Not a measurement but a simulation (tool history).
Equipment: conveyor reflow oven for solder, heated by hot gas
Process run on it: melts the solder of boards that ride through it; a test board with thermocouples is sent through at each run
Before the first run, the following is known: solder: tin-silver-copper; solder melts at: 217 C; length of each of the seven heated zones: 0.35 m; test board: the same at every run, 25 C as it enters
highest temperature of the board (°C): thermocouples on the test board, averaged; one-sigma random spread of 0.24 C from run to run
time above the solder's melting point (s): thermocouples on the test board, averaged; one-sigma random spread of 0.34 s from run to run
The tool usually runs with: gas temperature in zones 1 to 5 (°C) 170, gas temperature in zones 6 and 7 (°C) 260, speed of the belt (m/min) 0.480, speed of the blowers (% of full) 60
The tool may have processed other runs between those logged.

run	day	gas temperature in zones 1 to 5 (°C)	gas temperature in zones 6 and 7 (°C)	speed of the belt (m/min)	speed of the blowers (% of full)	highest temperature of the board (°C)	time above the solder's melting point (s)
1	0.000	170	260	0.480	60	242.3	52.9
2	1.692	170	260	0.480	60	241.6	53.3
# day 3.242: thermocouples of zones 6 and 7 changed
3	3.342	170	260	0.480	60	242.5	52.9
4	4.975	170	260	0.480	60	241.8	53.1
5	7.354	170	252	0.480	60	235.4	44.3
# day 9.404: flux residue cleaned out of gas plates and filters
6	9.908	170	252	0.480	60	235.1	44.5
7	11.254	170	260	0.449	60	244.3	60.3
8	12.583	170	260	0.449	60	244.4	61.2
9	13.917	170	259	0.480	60	241.5	52.1
10	15.912	170	259	0.480	60	240.9	52.3
11	18.083	170	259	0.480	60	241.4	52.2
12	20.462	170	259	0.480	60	241.4	52.4
13	22.492	170	259	0.480	60	241.3	52.5
14	23.742	170	255	0.480	79	242.6	55.9
15	24.700	172	254	0.486	58	236.1	46.0
16	26.762	172	254	0.397	85	247.1	77.5
# day 27.133: flux residue cleaned out of gas plates and filters
17	28.662	172	254	0.397	85	247.0	77.5
18	30.012	170	259	0.396	59	246.5	72.9
19	32.362	170	259	0.396	59	246.1	73.5
20	33.750	155	269	0.480	60	246.6	52.1
21	34.762	155	269	0.480	60	245.9	52.5
22	36.954	170	262	0.545	60	239.5	41.9
# day 37.333: belt drive overhauled, speed set with a stopwatch
23	38.883	170	257	0.545	60	234.9	37.3
24	40.175	170	257	0.545	60	234.9	37.2
25	41.258	156	273	0.545	60	244.5	43.4

4 ways to go on from here, each from the tool as it stands after run 25. What would each give?
A	42.267	156	271	0.387	72	?	?
B	42.267	166	260	0.416	60	?	?
C	42.267	156	273	0.409	60	?	?
D	42.267	156	273	0.448	60	?	?

run	highest temperature of the board (°C)	time above the solder's melting point (s)
A	259.4	82.9
B	245.6	66.1
C	256.2	74.0
D	252.9	64.0
The same runs, with their run-to-run variation unchanged, on a tool lacking any hidden condition would have given:
run	highest temperature of the board (°C)	time above the solder's melting point (s)
A	259.6	83.1
B	245.8	66.2
C	256.4	74.2
D	253.1	64.2

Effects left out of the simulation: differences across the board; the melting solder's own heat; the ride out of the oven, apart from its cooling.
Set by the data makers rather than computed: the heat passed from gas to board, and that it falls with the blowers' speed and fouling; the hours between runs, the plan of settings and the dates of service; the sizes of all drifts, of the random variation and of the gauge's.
